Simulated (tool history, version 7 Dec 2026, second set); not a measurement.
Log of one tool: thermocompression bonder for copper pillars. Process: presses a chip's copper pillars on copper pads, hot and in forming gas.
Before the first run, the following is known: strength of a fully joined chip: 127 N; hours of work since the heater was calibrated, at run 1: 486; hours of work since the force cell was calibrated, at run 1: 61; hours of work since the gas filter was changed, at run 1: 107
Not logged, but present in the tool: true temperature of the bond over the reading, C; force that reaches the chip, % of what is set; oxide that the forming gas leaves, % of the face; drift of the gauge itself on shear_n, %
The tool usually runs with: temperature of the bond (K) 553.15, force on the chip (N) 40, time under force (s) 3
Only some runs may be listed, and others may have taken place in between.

run	hour	temperature of the bond (K)	force on the chip (N)	time under force (s)	hours of work since the heater was calibrated	hours of work since the force cell was calibrated	hours of work since the gas filter was changed	force that shears a chip off (N)
1	0.0	553.15	40	3	486	61	107	54.7
2	13.8	553.15	42	3	496	71	117	57.1
3	27.7	553.15	40	3	506	81	127	54.6
4	34.5	553.15	40	3	511	86	131	53.3
5	41.3	553.15	40	3	516	90	136	53.6
6	50.6	553.15	40	3	522	97	143	54.6
7	63.9	553.15	50	3	531	106	152	63.6
8	79.4	553.15	50	3	542	117	163	62.9
9	93.7	553.15	33	3	552	127	173	45.3
10	101.8	553.15	33	3	558	133	179	45.4
11	111.1	553.15	40	3	565	140	185	53.0
12	124.0	553.15	40	3	574	149	194	52.9
13	134.5	553.15	40	3	581	156	202	52.1
14	150.4	534.15	40	3	592	167	213	41.3
15	157.9	553.15	44	3	598	172	218	56.3
16	173.4	536.15	30	3	608	183	229	32.7
17	183.0	556.15	40	2	615	190	236	45.7
18	199.1	574.15	57	3	627	201	247	79.0
19	207.0	574.15	57	3	632	207	253	77.7
20	214.8	574.15	51	3	638	213	258	73.0

5 options for the next run, each taken on its own from the tool as it stands now. Forecast them:
A	228.5	574.15	47	3	647	222	268	?
B	228.5	553.15	48	3	647	222	268	?
C	228.5	553.15	40	4	647	222	268	?
D	228.5	525.15	40	3	647	222	268	?
E	228.5	574.15	48	4	647	222	268	?

run	force that shears a chip off (N)
A	69.5
B	58.9
C	56.8
D	37.0
E	75.8
With no hidden state in the tool, these same runs would have given:
run	force that shears a chip off (N)
A	80.0
B	68.4
C	66.0
D	43.5
E	87.1
